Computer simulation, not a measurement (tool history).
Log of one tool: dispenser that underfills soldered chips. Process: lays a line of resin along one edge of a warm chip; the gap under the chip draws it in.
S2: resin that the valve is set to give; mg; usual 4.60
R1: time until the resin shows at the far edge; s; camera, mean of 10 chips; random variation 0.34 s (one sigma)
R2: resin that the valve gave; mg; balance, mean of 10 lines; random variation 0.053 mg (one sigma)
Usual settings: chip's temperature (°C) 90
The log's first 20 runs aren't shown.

At day 6.471: new syringe of resin.
Run 21, day 6.558: usual settings but chip's temperature (°C) 85, S2 4.85 mg. Result: R1 22.0 s, R2 4.66 mg.
Run 22, day 6.821: usual settings but chip's temperature (°C) 97, S2 4.58 mg. Result: R1 17.6 s, R2 4.42 mg.
At day 6.871: new syringe of resin.
Run 23, day 7.217: usual settings but chip's temperature (°C) 97, S2 4.58 mg. Result: R1 18.2 s, R2 4.40 mg.
At day 7.254: new syringe of resin.
Run 24, day 7.408: usual settings but chip's temperature (°C) 104, S2 5.59 mg. Result: R1 12.0 s, R2 5.44 mg.
At day 7.654: new syringe of resin.
Run 25, day 7.704: usual settings but chip's temperature (°C) 80, S2 4.14 mg. Result: R1 27.5 s, R2 4.02 mg.
Run 26, day 7.954: usual settings but chip's temperature (°C) 80, S2 4.14 mg. Result: R1 33.7 s, R2 3.93 mg.
At day 8.054: new syringe of resin.
Run 27, day 8.379: usual settings but chip's temperature (°C) 103. Result: R1 14.1 s, R2 4.36 mg.
At day 8.454: new syringe of resin.
Run 28, day 8.767: usual settings but chip's temperature (°C) 84, S2 5.17 mg. Result: R1 29.0 s, R2 4.90 mg.
At day 8.842: new syringe of resin.
Run 29, day 9.096: usual settings but chip's temperature (°C) 80. Result: R1 32.8 s, R2 4.40 mg.
At day 9.225: new syringe of resin.
Run 30, day 9.392: usual settings but chip's temperature (°C) 80. Result: R1 29.9 s, R2 4.20 mg.
At day 9.608: new syringe of resin.
Run 31, day 9.608: usual settings but chip's temperature (°C) 94, S2 4.89 mg. Result: R1 15.6 s, R2 4.62 mg.
At day 9.992: new syringe of resin.
Run 32, day 10.004: usual settings but chip's temperature (°C) 96, S2 3.95 mg. Result: R1 15.1 s, R2 3.66 mg.
Run 33, day 10.271: usual settings but chip's temperature (°C) 96, S2 3.95 mg. Result: R1 18.4 s, R2 3.76 mg.
At day 10.383: new syringe of resin.
Run 34, day 10.558: usual settings but chip's temperature (°C) 87, S2 4.96 mg. Result: R1 22.7 s, R2 4.57 mg.
At day 10.758: new syringe of resin.
Run 35, day 10.783: usual settings but chip's temperature (°C) 88, S2 5.42 mg. Result: R1 18.8 s, R2 5.00 mg.

3 ways to go on from here, each from the tool as it stands after run 35. What would each give?
At day 11.133: new syringe of resin.
Run A, day 11.188: usual settings but chip's temperature (°C) 80, S2 3.92 mg. Result: R1 ?, R2 ?.
At day 11.133: new syringe of resin.
Run B, day 11.188: usual settings but chip's temperature (°C) 98, S2 4.85 mg. Result: R1 ?, R2 ?.
At day 11.133: new syringe of resin.
Run C, day 11.188: usual settings but chip's temperature (°C) 103, S2 4.73 mg. Result: R1 ?, R2 ?.

run    R1    R2
  A  28.7  3.53
  B  13.9  4.43
  C  11.7  4.29
Without the tool's hidden state the same runs would have given:
run    R1    R2
  A  24.8  3.86
  B  12.3  4.83
  C  10.4  4.68
